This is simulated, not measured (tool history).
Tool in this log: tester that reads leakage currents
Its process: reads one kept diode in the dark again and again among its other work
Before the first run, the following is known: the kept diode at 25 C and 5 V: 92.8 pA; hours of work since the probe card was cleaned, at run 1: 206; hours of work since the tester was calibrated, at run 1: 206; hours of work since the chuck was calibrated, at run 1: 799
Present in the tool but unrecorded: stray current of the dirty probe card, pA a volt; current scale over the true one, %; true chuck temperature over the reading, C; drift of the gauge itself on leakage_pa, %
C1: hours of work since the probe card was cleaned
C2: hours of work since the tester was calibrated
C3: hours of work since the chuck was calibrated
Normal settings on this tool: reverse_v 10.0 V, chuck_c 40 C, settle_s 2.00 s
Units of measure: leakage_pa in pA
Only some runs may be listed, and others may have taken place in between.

{"run": 1, "hour": 0.0, "reverse_v": 10.0, "chuck_c": 40, "settle_s": 2.0, "C1": 206, "C2": 206, "C3": 799, "leakage_pa": 460.76}
{"run": 2, "hour": 22.4, "reverse_v": 10.0, "chuck_c": 40, "settle_s": 2.0, "C1": 217, "C2": 217, "C3": 810, "leakage_pa": 461.55}
{"run": 3, "hour": 36.5, "reverse_v": 10.0, "chuck_c": 40, "settle_s": 2.0, "C1": 225, "C2": 225, "C3": 818, "leakage_pa": 460.3}
{"hour": 54.8, "done": "chuck's temperature calibrated"}
{"run": 4, "hour": 57.1, "reverse_v": 10.0, "chuck_c": 40, "settle_s": 2.0, "C1": 234, "C2": 234, "C3": 1, "leakage_pa": 505.0}
{"run": 5, "hour": 81.0, "reverse_v": 10.0, "chuck_c": 40, "settle_s": 2.0, "C1": 246, "C2": 246, "C3": 14, "leakage_pa": 503.52}
{"run": 6, "hour": 102.1, "reverse_v": 10.0, "chuck_c": 40, "settle_s": 2.0, "C1": 257, "C2": 257, "C3": 24, "leakage_pa": 501.09}
{"run": 7, "hour": 127.8, "reverse_v": 10.0, "chuck_c": 40, "settle_s": 2.0, "C1": 271, "C2": 271, "C3": 38, "leakage_pa": 503.02}
{"run": 8, "hour": 150.5, "reverse_v": 10.0, "chuck_c": 40, "settle_s": 2.0, "C1": 282, "C2": 282, "C3": 49, "leakage_pa": 503.28}
{"run": 9, "hour": 164.6, "reverse_v": 10.0, "chuck_c": 47, "settle_s": 2.0, "C1": 289, "C2": 289, "C3": 56, "leakage_pa": 913.19}
{"run": 10, "hour": 193.6, "reverse_v": 10.0, "chuck_c": 54, "settle_s": 2.0, "C1": 304, "C2": 304, "C3": 71, "leakage_pa": 1628.01}
{"run": 11, "hour": 209.8, "reverse_v": 10.0, "chuck_c": 29, "settle_s": 2.0, "C1": 313, "C2": 313, "C3": 80, "leakage_pa": 185.1}
{"run": 12, "hour": 239.9, "reverse_v": 10.0, "chuck_c": 29, "settle_s": 2.0, "C1": 328, "C2": 328, "C3": 95, "leakage_pa": 185.37}
{"run": 13, "hour": 264.2, "reverse_v": 10.0, "chuck_c": 29, "settle_s": 2.0, "C1": 341, "C2": 341, "C3": 108, "leakage_pa": 185.42}
{"run": 14, "hour": 285.2, "reverse_v": 12.6, "chuck_c": 29, "settle_s": 2.0, "C1": 351, "C2": 351, "C3": 119, "leakage_pa": 205.7}
{"run": 15, "hour": 310.8, "reverse_v": 12.6, "chuck_c": 29, "settle_s": 2.0, "C1": 365, "C2": 365, "C3": 132, "leakage_pa": 202.9}
{"run": 16, "hour": 335.7, "reverse_v": 12.6, "chuck_c": 29, "settle_s": 2.0, "C1": 377, "C2": 377, "C3": 144, "leakage_pa": 204.16}
{"run": 17, "hour": 352.4, "reverse_v": 12.6, "chuck_c": 29, "settle_s": 2.0, "C1": 386, "C2": 386, "C3": 153, "leakage_pa": 203.7}
{"run": 18, "hour": 380.8, "reverse_v": 1.2, "chuck_c": 40, "settle_s": 2.0, "C1": 401, "C2": 401, "C3": 168, "leakage_pa": 202.68}
{"run": 19, "hour": 394.7, "reverse_v": 10.0, "chuck_c": 40, "settle_s": 2.0, "C1": 408, "C2": 408, "C3": 175, "leakage_pa": 496.07}
{"run": 20, "hour": 411.7, "reverse_v": 10.0, "chuck_c": 40, "settle_s": 2.0, "C1": 417, "C2": 417, "C3": 184, "leakage_pa": 498.1}
{"run": 21, "hour": 431.7, "reverse_v": 4.9, "chuck_c": 32, "settle_s": 0.33, "C1": 427, "C2": 427, "C3": 194, "leakage_pa": 181.6}
{"run": 22, "hour": 448.4, "reverse_v": 4.9, "chuck_c": 34, "settle_s": 6.0, "C1": 435, "C2": 435, "C3": 202, "leakage_pa": 213.1}
{"run": 23, "hour": 461.0, "reverse_v": 4.5, "chuck_c": 33, "settle_s": 1.14, "C1": 442, "C2": 442, "C3": 209, "leakage_pa": 189.38}
{"run": 24, "hour": 487.5, "reverse_v": 5.5, "chuck_c": 38, "settle_s": 4.75, "C1": 455, "C2": 455, "C3": 223, "leakage_pa": 320.38}
{"run": 25, "hour": 508.9, "reverse_v": 8.2, "chuck_c": 38, "settle_s": 4.75, "C1": 466, "C2": 466, "C3": 234, "leakage_pa": 380.32}
{"run": 26, "hour": 535.9, "reverse_v": 8.2, "chuck_c": 38, "settle_s": 4.75, "C1": 480, "C2": 480, "C3": 247, "leakage_pa": 379.21}
{"run": 27, "hour": 564.2, "reverse_v": 1.1, "chuck_c": 25, "settle_s": 5.65, "C1": 495, "C2": 495, "C3": 262, "leakage_pa": 48.0}
{"run": 28, "hour": 588.5, "reverse_v": 1.9, "chuck_c": 36, "settle_s": 5.65, "C1": 507, "C2": 507, "C3": 274, "leakage_pa": 170.32}
{"run": 29, "hour": 605.6, "reverse_v": 13.1, "chuck_c": 55, "settle_s": 0.79, "C1": 516, "C2": 516, "C3": 283, "leakage_pa": 1937.33}
{"run": 30, "hour": 626.2, "reverse_v": 13.1, "chuck_c": 55, "settle_s": 0.79, "C1": 527, "C2": 527, "C3": 294, "leakage_pa": 1939.01}
{"run": 31, "hour": 650.1, "reverse_v": 5.2, "chuck_c": 27, "settle_s": 8.2, "C1": 539, "C2": 539, "C3": 306, "leakage_pa": 113.03}
{"run": 32, "hour": 675.9, "reverse_v": 5.2, "chuck_c": 27, "settle_s": 8.2, "C1": 552, "C2": 552, "C3": 319, "leakage_pa": 113.1}
{"run": 33, "hour": 688.6, "reverse_v": 5.2, "chuck_c": 27, "settle_s": 8.2, "C1": 559, "C2": 559, "C3": 326, "leakage_pa": 113.21}
{"run": 34, "hour": 707.5, "reverse_v": 5.2, "chuck_c": 27, "settle_s": 8.2, "C1": 569, "C2": 569, "C3": 336, "leakage_pa": 113.18}
{"run": 35, "hour": 736.0, "reverse_v": 10.0, "chuck_c": 40, "settle_s": 0.47, "C1": 583, "C2": 583, "C3": 350, "leakage_pa": 491.61}
{"run": 36, "hour": 749.0, "reverse_v": 4.4, "chuck_c": 31, "settle_s": 0.61, "C1": 590, "C2": 590, "C3": 357, "leakage_pa": 154.17}
{"run": 37, "hour": 773.5, "reverse_v": 11.6, "chuck_c": 43, "settle_s": 2.0, "C1": 603, "C2": 603, "C3": 370, "leakage_pa": 675.62}
{"run": 38, "hour": 794.3, "reverse_v": 11.6, "chuck_c": 43, "settle_s": 2.0, "C1": 613, "C2": 613, "C3": 380, "leakage_pa": 673.54}
{"run": 39, "hour": 815.6, "reverse_v": 11.6, "chuck_c": 43, "settle_s": 2.0, "C1": 624, "C2": 624, "C3": 391, "leakage_pa": 672.48}

Each row is a separate what-if for the run after 39, all from the same tool condition, not one after another. Results?
{"run": "A", "hour": 832.3, "reverse_v": 11.6, "chuck_c": 39, "settle_s": 8.74, "C1": 633, "C2": 633, "C3": 400, "leakage_pa": "?"}
{"run": "B", "hour": 832.3, "reverse_v": 10.0, "chuck_c": 20, "settle_s": 2.0, "C1": 633, "C2": 633, "C3": 400, "leakage_pa": "?"}
{"run": "C", "hour": 832.3, "reverse_v": 12.8, "chuck_c": 40, "settle_s": 1.15, "C1": 633, "C2": 633, "C3": 400, "leakage_pa": "?"}
{"run": "D", "hour": 832.3, "reverse_v": 11.6, "chuck_c": 22, "settle_s": 2.25, "C1": 633, "C2": 633, "C3": 400, "leakage_pa": "?"}
{"run": "E", "hour": 832.3, "reverse_v": 11.6, "chuck_c": 43, "settle_s": 1.77, "C1": 633, "C2": 633, "C3": 400, "leakage_pa": "?"}

run=A leakage_pa=472.90
run=B leakage_pa=77.56
run=C leakage_pa=541.35
run=D leakage_pa=100.38
run=E leakage_pa=670.48
Without the tool's unlogged condition, the same runs would have read:
run=A leakage_pa=487.63
run=B leakage_pa=77.35
run=C leakage_pa=558.16
run=D leakage_pa=100.54
run=E leakage_pa=692.47
